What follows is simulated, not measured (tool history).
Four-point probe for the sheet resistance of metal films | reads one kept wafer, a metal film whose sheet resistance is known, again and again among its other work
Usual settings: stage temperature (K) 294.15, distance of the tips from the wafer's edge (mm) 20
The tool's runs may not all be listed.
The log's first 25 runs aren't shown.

run    hour  stage temperature (K)  distance of the tips from the wafer's edge (mm)  touches since the probe head was changed  hours of work since the stage's thermometer was calibrated  sheet resistance as the instrument gives it (ohm/square)
 26   883.5                 307.15                                                7                                     38529                                                         107                                                 20.755585
      919.5  -- stage's thermometer calibrated, once more
 27   931.1                 291.15                                               20                                     39741                                                           8                                                 20.643601
 28   978.9                 291.15                                               20                                     40972                                                          43                                                 20.644113
 29    1014                 294.15                                                3                                     41875                                                          69                                                 22.340193
 30  1049.1                 294.15                                                3                                     42777                                                          95                                                 22.347232
 31  1083.8                 298.15                                               55                                     43669                                                         120                                                 20.499791
 32  1130.8                 298.15                                               55                                     44880                                                         155                                                 20.504145
 33  1169.4                 298.15                                               55                                     45871                                                         183                                                 20.508803
 34  1212.8                 306.15                                               55                                     46988                                                         214                                                 20.397946
 35  1252.2                 293.15                                               12                                     48001                                                         243                                                 20.701601
 36  1288.3                 303.15                                                9                                     48930                                                         270                                                 20.651995
 37  1334.3                 297.15                                                8                                     50114                                                         303                                                 20.800399
 38  1366.7                 297.15                                                8                                     50948                                                         327                                                  20.80093
 39  1392.7                 297.15                                                8                                     51615                                                         346                                                 20.799202
 40    1429                 302.15                                                6                                     52549                                                         373                                                 20.936885
 41  1450.7                 302.15                                                6                                     53108                                                         389                                                 20.935553
 42  1493.5                 298.15                                               22                                     54209                                                         420                                                 20.553978
 43  1518.9                 294.15                                                6                                     54862                                                         438                                                 21.054174
 44    1560                 306.15                                                5                                     55920                                                         469                                                 21.086764
 45  1593.1                 306.15                                               29                                     56771                                                         493                                                 20.429582
 46  1614.4                 292.15                                               47                                     57320                                                         508                                                 20.605403

3 ways to go on from here, each from the tool as it stands after run 46. What would each give?
  A  1662.4                 307.15                                                4                                     58554                                                         543                                                         ?
  B  1662.4                 294.15                                               13                                     58554                                                         543                                                         ?
  C  1662.4                 303.15                                               70                                     58554                                                         543                                                         ?

run  sheet resistance as the instrument gives it (ohm/square)
  A                                                 21.440157
  B                                                 20.683256
  C                                                 20.450639
Without the tool's hidden state the same runs would have given:
run  sheet resistance as the instrument gives it (ohm/square)
  A                                                 21.348976
  B                                                 20.594957
  C                                                   20.3633
